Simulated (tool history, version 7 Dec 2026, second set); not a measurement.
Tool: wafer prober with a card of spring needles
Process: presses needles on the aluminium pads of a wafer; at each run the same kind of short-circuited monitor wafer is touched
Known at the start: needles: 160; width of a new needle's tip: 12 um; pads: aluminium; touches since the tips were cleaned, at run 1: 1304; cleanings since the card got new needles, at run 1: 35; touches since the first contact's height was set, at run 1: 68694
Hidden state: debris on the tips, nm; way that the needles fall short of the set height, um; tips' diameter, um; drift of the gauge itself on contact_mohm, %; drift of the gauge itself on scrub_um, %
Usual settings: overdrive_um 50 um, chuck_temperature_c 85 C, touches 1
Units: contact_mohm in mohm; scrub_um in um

| run | day | overdrive_um | chuck_temperature_c | touches | touches since the tips were cleaned | cleanings since the card got new needles | touches since the first contact's height was set | contact_mohm | scrub_um |
|---|---|---|---|---|---|---|---|---|---|
| 1 | 0 | 50 | 85 | 1 | 1304 | 35 | 68694 | 312 | 9.78 |
|  | 0.1 | tips cleaned on abrasive film |
|  | 0.379 | tips cleaned on abrasive film |
|  | 0.642 | tips cleaned on abrasive film |
| 2 | 0.658 | 50 | 85 | 1 | 120 | 38 | 73779 | 297 | 9.1 |
|  | 0.888 | tips cleaned on abrasive film |
|  | 1.15 | tips cleaned on abrasive film |
| 3 | 1.238 | 50 | 25 | 1 | 682 | 40 | 78288 | 288 | 9.33 |
|  | 1.417 | tips cleaned on abrasive film |
| 4 | 1.583 | 50 | 25 | 1 | 1313 | 41 | 80965 | 301 | 9.46 |
|  | 1.675 | tips cleaned on abrasive film |
|  | 1.925 | tips cleaned on abrasive film |
| 5 | 2.012 | 50 | 25 | 1 | 681 | 43 | 84282 | 288 | 9.18 |
|  | 2.179 | tips cleaned on abrasive film |
|  | 2.438 | tips cleaned on abrasive film |
| 6 | 2.488 | 50 | 85 | 1 | 404 | 45 | 87981 | 300 | 9.29 |
|  | 2.675 | tips cleaned on abrasive film |
|  | 2.758 | tips cleaned on abrasive film, once more |
|  | 2.992 | tips cleaned on abrasive film |
| 7 | 3.025 | 50 | 85 | 1 | 259 | 48 | 92100 | 298 | 9.2 |
|  | 3.242 | tips cleaned on abrasive film |
|  | 3.471 | tips cleaned on abrasive film |
| 8 | 3.508 | 50 | 85 | 1 | 290 | 50 | 95858 | 295 | 9.23 |
|  | 3.721 | tips cleaned on abrasive film |
|  | 3.967 | tips cleaned on abrasive film |
| 9 | 4.054 | 50 | 85 | 1 | 699 | 52 | 100098 | 309 | 9.04 |
|  | 4.229 | tips cleaned on abrasive film |
|  | 4.483 | tips cleaned on abrasive film |
| 10 | 4.688 | 50 | 85 | 1 | 1593 | 54 | 105022 | 327 | 9.08 |
|  | 4.738 | tips cleaned on abrasive film |
|  | 4.996 | tips cleaned on abrasive film |
|  | 5.267 | tips cleaned on abrasive film |
| 11 | 5.379 | 61 | 85 | 1 | 898 | 57 | 110385 | 298 | 11.22 |
|  | 5.521 | tips cleaned on abrasive film |
|  | 5.804 | tips cleaned on abrasive film |
| 12 | 5.929 | 61 | 85 | 1 | 978 | 59 | 114640 | 302 | 11 |
|  | 6.038 | tips cleaned on abrasive film |
|  | 6.296 | tips cleaned on abrasive film |
| 13 | 6.45 | 31 | 85 | 1 | 1202 | 61 | 118688 | 408 | 5.01 |
|  | 6.554 | tips cleaned on abrasive film |
|  | 6.821 | tips cleaned on abrasive film |
| 14 | 7.042 | 50 | 85 | 3 | 1743 | 63 | 123288 | 303 | 8.93 |
|  | 7.096 | tips cleaned on abrasive film |
|  | 7.338 | tips cleaned on abrasive film |
|  | 7.554 | height of the first contact set anew |
| 15 | 7.562 | 50 | 85 | 3 | 1671 | 65 | 89 | 297 | 10.52 |
|  | 7.596 | tips cleaned on abrasive film |
|  | 7.875 | tips cleaned on abrasive film |
| 16 | 8.075 | 50 | 85 | 3 | 1565 | 67 | 4040 | 300 | 10.37 |
|  | 8.129 | tips cleaned on abrasive film |
|  | 8.367 | tips cleaned on abrasive film |
|  | 8.608 | tips cleaned on abrasive film |
| 17 | 8.696 | 32 | 74 | 1 | 687 | 70 | 8858 | 339 | 6.6 |
|  | 8.883 | tips cleaned on abrasive film |
| 18 | 9.025 | 32 | 74 | 1 | 1096 | 71 | 11405 | 354 | 6.68 |
|  | 9.117 | tips cleaned on abrasive film |
|  | 9.358 | tips cleaned on abrasive film |
|  | 9.612 | tips cleaned on abrasive film |
| 19 | 9.692 | 32 | 74 | 1 | 626 | 74 | 16569 | 338 | 6.51 |
|  | 9.871 | tips cleaned on abrasive film |
| 20 | 10.088 | 32 | 74 | 1 | 1708 | 75 | 19648 | 370 | 6.48 |
|  | 10.138 | tips cleaned on abrasive film |
|  | 10.379 | tips cleaned on abrasive film |
| 21 | 10.517 | 32 | 74 | 1 | 1096 | 77 | 22991 | 357 | 6.34 |
|  | 10.612 | tips cleaned on abrasive film |
|  | 10.862 | tips cleaned on abrasive film |
| 22 | 10.938 | 32 | 74 | 1 | 570 | 79 | 26211 | 337 | 6.31 |
|  | 11.138 | tips cleaned on abrasive film |
| 23 | 11.342 | 32 | 106 | 3 | 1604 | 80 | 29371 | 338 | 6.39 |
|  | 11.379 | tips cleaned on abrasive film |
|  | 11.629 | tips cleaned on abrasive film |
| 24 | 11.683 | 50 | 64 | 2 | 429 | 82 | 32020 | 292 | 9.99 |
|  | 11.883 | tips cleaned on abrasive film |
|  | 12.146 | tips cleaned on abrasive film |
| 25 | 12.292 | 65 | 45 | 1 | 1146 | 84 | 36736 | 296 | 12.81 |
|  | 12.4 | tips cleaned on abrasive film |
|  | 12.638 | tips cleaned on abrasive film |
| 26 | 12.838 | 65 | 45 | 1 | 1588 | 86 | 40978 | 295 | 13.11 |
|  | 12.871 | tips cleaned on abrasive film |
|  | 13.117 | tips cleaned on abrasive film |
| 27 | 13.288 | 36 | 56 | 1 | 1375 | 88 | 44474 | 358 | 6.85 |
|  | 13.4 | tips cleaned on abrasive film |
|  | 13.646 | tips cleaned on abrasive film |
| 28 | 13.767 | 50 | 28 | 1 | 940 | 90 | 48155 | 297 | 9.77 |
|  | 13.875 | tips cleaned on abrasive film |
|  | 14.129 | tips cleaned on abrasive film |
|  | 14.375 | tips cleaned on abrasive film |
| 29 | 14.417 | 43 | 31 | 2 | 313 | 93 | 53188 | 281 | 8.12 |
|  | 14.646 | tips cleaned on abrasive film |
|  | 14.879 | tips cleaned on abrasive film |
| 30 | 14.942 | 40 | 47 | 1 | 486 | 95 | 57257 | 319 | 7.73 |

Measured less the same run without the tool's hidden state. The same run-to-run variation is in both; the gauge's scatter may not be:
| run | contact_mohm | scrub_um |
|---|---|---|
| 1 | +27 | -0.71 |
| 2 | +10 | -0.97 |
| 3 | +23 | -1.03 |
| 4 | +34 | -1.06 |
| 5 | +22 | -1.1 |
| 6 | +17 | -1.15 |
| 7 | +13 | -1.21 |
| 8 | +14 | -1.23 |
| 9 | +23 | -1.29 |
| 10 | +43 | -1.33 |
| 11 | +18 | -1.38 |
| 12 | +19 | -1.41 |
| 13 | +111 | -1.46 |
| 14 | +22 | -1.51 |
| 15 | +14 | +0 |
| 16 | +14 | -0.04 |
| 17 | +44 | -0.1 |
| 18 | +62 | -0.12 |
| 19 | +45 | -0.19 |
| 20 | +80 | -0.22 |
| 21 | +68 | -0.26 |
| 22 | +42 | -0.29 |
| 23 | +35 | -0.32 |
| 24 | +12 | -0.36 |
| 25 | +22 | -0.39 |
| 26 | +25 | -0.45 |
| 27 | +75 | -0.49 |
| 28 | +31 | -0.53 |
| 29 | +14 | -0.59 |
| 30 | +35 | -0.64 |
